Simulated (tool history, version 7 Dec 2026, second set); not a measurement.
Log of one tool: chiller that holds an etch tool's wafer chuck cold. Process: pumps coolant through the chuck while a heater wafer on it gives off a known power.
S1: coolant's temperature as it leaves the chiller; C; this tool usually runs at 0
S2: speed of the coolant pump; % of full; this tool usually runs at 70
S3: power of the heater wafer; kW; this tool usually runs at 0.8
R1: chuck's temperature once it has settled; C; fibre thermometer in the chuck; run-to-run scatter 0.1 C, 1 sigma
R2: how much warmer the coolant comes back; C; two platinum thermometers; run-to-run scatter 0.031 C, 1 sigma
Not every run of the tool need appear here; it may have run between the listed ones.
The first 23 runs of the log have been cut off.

run	hour	S1	S2	S3	R1	R2
24	466.9	2	78	0.554	8.8	2.03
25	492.9	-3	78	0.554	3.5	2.02
26	520.9	-3	78	0.554	3.4	2.01
27	540.4	-3	78	0.431	2.2	1.61
28	553.1	-2	78	0.431	3.1	1.6
29	570.1	-5	89	1.112	6.4	3.48
30	595.4	-5	89	1.112	6.3	3.49
31	616.6	4	79	0.646	11.4	2.37

Here are 4 independent what-if runs from the current tool condition. What would each one return?
A	637.2	4	64	0.758	?	?
B	637.2	-7	89	0.457	?	?
C	637.2	-4	94	0.8	?	?
D	637.2	4	76	0.785	?	?

run	R1	R2
A	14.5	3.44
B	-2.2	1.48
C	4	2.34
D	13.4	2.92
Had the tool no hidden state, the same runs would have come out as:
run	R1	R2
A	13.5	3.42
B	-2.9	1.48
C	3.1	2.33
D	12.4	2.9
